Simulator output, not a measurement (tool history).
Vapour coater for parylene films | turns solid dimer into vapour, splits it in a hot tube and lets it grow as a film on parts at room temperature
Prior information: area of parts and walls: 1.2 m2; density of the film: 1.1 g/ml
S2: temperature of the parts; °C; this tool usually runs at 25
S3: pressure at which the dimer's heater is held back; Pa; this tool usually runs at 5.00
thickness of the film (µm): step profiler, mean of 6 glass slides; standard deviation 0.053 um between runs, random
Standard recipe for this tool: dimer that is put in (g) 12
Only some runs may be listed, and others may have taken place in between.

Run 1, hour 0.0: usual settings. Result: thickness of the film (µm) 5.47.
Run 2, hour 7.7: usual settings but S2 30 °C. Result: thickness of the film (µm) 4.46.
At hour 20.6: trap's valve overhauled.
Run 3, hour 27.1: usual settings but S2 33 °C. Result: thickness of the film (µm) 4.44.
Run 4, hour 43.1: usual settings but S2 33 °C. Result: thickness of the film (µm) 4.34.
Run 5, hour 57.0: usual settings. Result: thickness of the film (µm) 6.01.
Run 6, hour 65.4: usual settings. Result: thickness of the film (µm) 6.07.
Run 7, hour 76.0: usual settings. Result: thickness of the film (µm) 6.06.
Run 8, hour 83.8: usual settings but dimer that is put in (g) 16. Result: thickness of the film (µm) 8.02.
Run 9, hour 99.7: usual settings but dimer that is put in (g) 16. Result: thickness of the film (µm) 7.93.
Run 10, hour 115.3: usual settings but dimer that is put in (g) 16. Result: thickness of the film (µm) 7.87.
Run 11, hour 124.9: usual settings but dimer that is put in (g) 16. Result: thickness of the film (µm) 7.86.
Run 12, hour 133.6: usual settings but dimer that is put in (g) 16. Result: thickness of the film (µm) 7.83.
Run 13, hour 145.2: usual settings but dimer that is put in (g) 16. Result: thickness of the film (µm) 7.73.
Run 14, hour 152.6: usual settings but dimer that is put in (g) 16. Result: thickness of the film (µm) 7.73.
Run 15, hour 168.1: usual settings but S2 34 °C. Result: thickness of the film (µm) 4.03.
Run 16, hour 177.2: usual settings but S2 17 °C. Result: thickness of the film (µm) 7.94.
Run 17, hour 188.2: usual settings but dimer that is put in (g) 6, S2 29 °C, S3 4.06 Pa. Result: thickness of the film (µm) 2.56.
Run 18, hour 195.5: usual settings but dimer that is put in (g) 13, S2 22 °C, S3 8.08 Pa. Result: thickness of the film (µm) 6.45.
Run 19, hour 203.2: usual settings but S2 37 °C, S3 10.79 Pa. Result: thickness of the film (µm) 3.06.
Run 20, hour 215.0: usual settings but dimer that is put in (g) 9, S2 27 °C, S3 2.24 Pa. Result: thickness of the film (µm) 4.57.
Run 21, hour 229.1: usual settings but dimer that is put in (g) 16, S2 24 °C, S3 9.93 Pa. Result: thickness of the film (µm) 6.99.
Run 22, hour 236.9: usual settings but dimer that is put in (g) 16, S2 24 °C, S3 9.93 Pa. Result: thickness of the film (µm) 6.93.
Run 23, hour 248.5: usual settings but dimer that is put in (g) 19, S2 24 °C, S3 9.93 Pa. Result: thickness of the film (µm) 8.12.
Run 24, hour 259.3: usual settings but dimer that is put in (g) 19, S2 24 °C, S3 9.93 Pa. Result: thickness of the film (µm) 8.12.
Run 25, hour 268.7: usual settings but S2 28 °C, S3 9.87 Pa. Result: thickness of the film (µm) 4.31.
Run 26, hour 279.4: usual settings but S2 28 °C, S3 9.87 Pa. Result: thickness of the film (µm) 4.37.
Run 27, hour 288.7: usual settings but dimer that is put in (g) 8, S2 30 °C, S3 2.21 Pa. Result: thickness of the film (µm) 3.50.
Run 28, hour 297.1: usual settings but dimer that is put in (g) 6, S2 18 °C. Result: thickness of the film (µm) 3.64.
Run 29, hour 312.4: usual settings but dimer that is put in (g) 15, S3 3.41 Pa. Result: thickness of the film (µm) 7.38.
Run 30, hour 320.0: usual settings but dimer that is put in (g) 6, S2 17 °C. Result: thickness of the film (µm) 3.77.
Run 31, hour 333.5: usual settings but dimer that is put in (g) 16, S2 29 °C, S3 3.54 Pa. Result: thickness of the film (µm) 6.64.

Results per run with the tool's hidden condition removed, run-to-run variation unchanged:
What the log doesn't record here: vapour lost through the trap's worn valve, %; true temperature of the parts over the reading, C; drift of the gauge itself on film_um, %.
run  thickness of the film (µm)
  1                        6.07
  2                        4.97
  3                        4.44
  4                        4.37
  5                        6.07
  6                        6.15
  7                        6.16
  8                        8.18
  9                        8.13
 10                        8.12
 11                        8.13
 12                        8.13
 13                        8.06
 14                        8.08
 15                        4.24
 16                        8.37
 17                        2.72
 18                        6.84
 19                        3.26
 20                        4.89
 21                        7.52
 22                        7.47
 23                        8.79
 24                        8.83
 25                        4.71
 26                        4.78
 27                        3.85
 28                        4.01
 29                        8.18
 30                        4.19
 31                        7.42

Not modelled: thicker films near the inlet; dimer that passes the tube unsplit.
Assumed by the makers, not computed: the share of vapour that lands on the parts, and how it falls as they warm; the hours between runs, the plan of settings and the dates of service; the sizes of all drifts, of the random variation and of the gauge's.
